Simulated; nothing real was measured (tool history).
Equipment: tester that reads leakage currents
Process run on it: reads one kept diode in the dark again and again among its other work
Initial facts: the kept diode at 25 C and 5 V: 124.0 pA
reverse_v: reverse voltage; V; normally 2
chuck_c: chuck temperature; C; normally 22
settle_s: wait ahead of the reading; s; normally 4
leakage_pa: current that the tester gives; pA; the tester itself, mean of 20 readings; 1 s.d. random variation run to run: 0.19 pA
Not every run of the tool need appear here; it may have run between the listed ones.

run    hour  reverse_v  chuck_c  settle_s  leakage_pa
  1       0          2       22         4       60.87
       63.7  -- probe card cleaned and baked
  2   110.1          2       58         4     1243.31
  3   194.4          2       58         4     1244.61
  4   257.4          2       58         4     1240.25
  5   318.1          2       32         4      150.83
  6   407.2          2       32         4      150.62
  7     488          2       22         4       61.04
  8   615.1          2       22      0.68       61.54
  9   747.7       1.34       26       1.8       72.78
 10   868.9       1.34       26       1.8       73.19
 11   995.4       7.04       23      0.34      128.95
 12    1084       1.77       34      6.62      170.18
 13  1180.4       1.77       34      6.62       170.3
 14    1241       1.77       34      6.62      170.33
 15    1323       1.77       34      6.62      170.28

Here are 5 independent what-if runs from the current tool condition. What would each one return?
     1379.9  -- chuck's temperature calibrated
  A  1398.1      11.77       24         4           ?
     1379.9  -- chuck's temperature calibrated
  B  1398.1      16.86       37      5.72           ?
     1379.9  -- chuck's temperature calibrated
  C  1398.1          2       38         4           ?
     1379.9  -- chuck's temperature calibrated
  D  1398.1          2       22      0.84           ?
     1379.9  -- chuck's temperature calibrated
  E  1398.1          2       22      0.33           ?

run  leakage_pa
  A      169.94
  B      640.23
  C      253.08
  D       61.35
  E       63.12
The same runs, with their run-to-run variation unchanged, on a tool lacking any hidden condition would have given:
run  leakage_pa
  A      169.93
  B      640.21
  C      253.08
  D       61.35
  E       63.12
